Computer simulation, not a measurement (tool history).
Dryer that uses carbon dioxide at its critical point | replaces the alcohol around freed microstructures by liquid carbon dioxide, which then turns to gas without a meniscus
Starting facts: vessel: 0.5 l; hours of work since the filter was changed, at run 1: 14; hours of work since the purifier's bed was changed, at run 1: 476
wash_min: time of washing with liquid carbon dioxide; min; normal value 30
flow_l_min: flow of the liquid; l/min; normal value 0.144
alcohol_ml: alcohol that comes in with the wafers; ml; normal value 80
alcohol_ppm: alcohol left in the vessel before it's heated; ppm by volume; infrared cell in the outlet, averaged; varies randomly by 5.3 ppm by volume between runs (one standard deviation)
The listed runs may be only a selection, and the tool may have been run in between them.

| run | day | wash_min | flow_l_min | alcohol_ml | hours of work since the filter was changed | hours of work since the purifier's bed was changed | alcohol_ppm |
|---|---|---|---|---|---|---|---|
| 1 | 0.000 | 30 | 0.144 | 80 | 14 | 476 | 194 |
| 2 | 0.933 | 30 | 0.144 | 80 | 28 | 490 | 197 |
| 3 | 1.617 | 30 | 0.144 | 80 | 38 | 500 | 213 |
| 4 | 2.208 | 30 | 0.144 | 80 | 47 | 509 | 223 |
| 5 | 2.846 | 30 | 0.144 | 80 | 56 | 518 | 222 |
| 6 | 3.400 | 30 | 0.088 | 80 | 64 | 526 | 2653 |
| 7 | 4.129 | 30 | 0.144 | 80 | 75 | 537 | 246 |
| 8 | 4.992 | 30 | 0.144 | 80 | 88 | 550 | 260 |
| 9 | 5.683 | 20 | 0.144 | 80 | 99 | 560 | 1909 |
| 10 | 6.217 | 20 | 0.144 | 80 | 107 | 568 | 1925 |
| 11 | 7.142 | 20 | 0.144 | 80 | 120 | 582 | 2034 |
| 12 | 8.025 | 20 | 0.144 | 75 | 133 | 595 | 1932 |
| 13 | 8.529 | 20 | 0.144 | 75 | 141 | 603 | 2041 |
| 14 | 9.267 | 30 | 0.144 | 80 | 152 | 614 | 341 |
| 15 | 9.692 | 30 | 0.144 | 80 | 158 | 620 | 335 |
| 16 | 10.579 | 30 | 0.144 | 80 | 172 | 633 | 378 |
| 17 | 11.529 | 30 | 0.144 | 80 | 186 | 648 | 393 |
| 18 | 12.492 | 30 | 0.144 | 80 | 200 | 662 | 431 |
| 19 | 13.467 | 30 | 0.144 | 80 | 215 | 676 | 464 |
|  | 14.129 | inlet filter changed |
| 20 | 14.196 | 30 | 0.205 | 80 | 1 | 687 | 111 |
| 21 | 14.821 | 30 | 0.205 | 80 | 10 | 696 | 104 |
| 22 | 15.338 | 30 | 0.205 | 80 | 18 | 704 | 111 |
| 23 | 15.817 | 30 | 0.144 | 78 | 25 | 711 | 230 |
| 24 | 16.621 | 25 | 0.144 | 80 | 37 | 723 | 559 |
| 25 | 17.600 | 25 | 0.144 | 80 | 52 | 737 | 585 |
| 26 | 18.129 | 25 | 0.144 | 80 | 60 | 745 | 600 |
| 27 | 18.988 | 25 | 0.144 | 80 | 72 | 758 | 648 |
| 28 | 19.946 | 44 | 0.166 | 56 | 87 | 772 | 114 |
| 29 | 20.925 | 27 | 0.144 | 100 | 101 | 787 | 593 |
| 30 | 21.696 | 27 | 0.144 | 100 | 113 | 799 | 594 |
| 31 | 22.304 | 27 | 0.144 | 31 | 122 | 808 | 274 |
| 32 | 23.004 | 27 | 0.144 | 31 | 132 | 818 | 298 |
| 33 | 23.988 | 27 | 0.144 | 31 | 147 | 833 | 308 |
| 34 | 24.629 | 27 | 0.144 | 31 | 157 | 842 | 323 |
| 35 | 25.579 | 35 | 0.219 | 87 | 171 | 856 | 134 |
| 36 | 26.479 | 24 | 0.097 | 87 | 184 | 870 | 6401 |
| 37 | 27.183 | 26 | 0.171 | 32 | 195 | 880 | 236 |
| 38 | 27.650 | 20 | 0.171 | 108 | 202 | 887 | 1664 |
| 39 | 28.242 | 20 | 0.171 | 108 | 210 | 896 | 1735 |
| 40 | 28.892 | 30 | 0.144 | 61 | 220 | 906 | 415 |
|  | 29.192 | inlet filter changed |
| 41 | 29.917 | 30 | 0.146 | 80 | 11 | 920 | 238 |
| 42 | 30.371 | 30 | 0.232 | 74 | 18 | 927 | 142 |
|  | 30.871 | purifier's bed changed |
| 43 | 31.279 | 30 | 0.153 | 60 | 29 | 6 | 62 |
| 44 | 31.808 | 30 | 0.153 | 60 | 37 | 14 | 71 |

Predict the results of run 45:
| 45 | 32.783 | 38 | 0.205 | 60 | 52 | 29 | ? |

Run 45 measured alcohol_ppm 8 ppm by volume.
Without the tool's hidden state the same run would have given alcohol_ppm 3 ppm by volume.
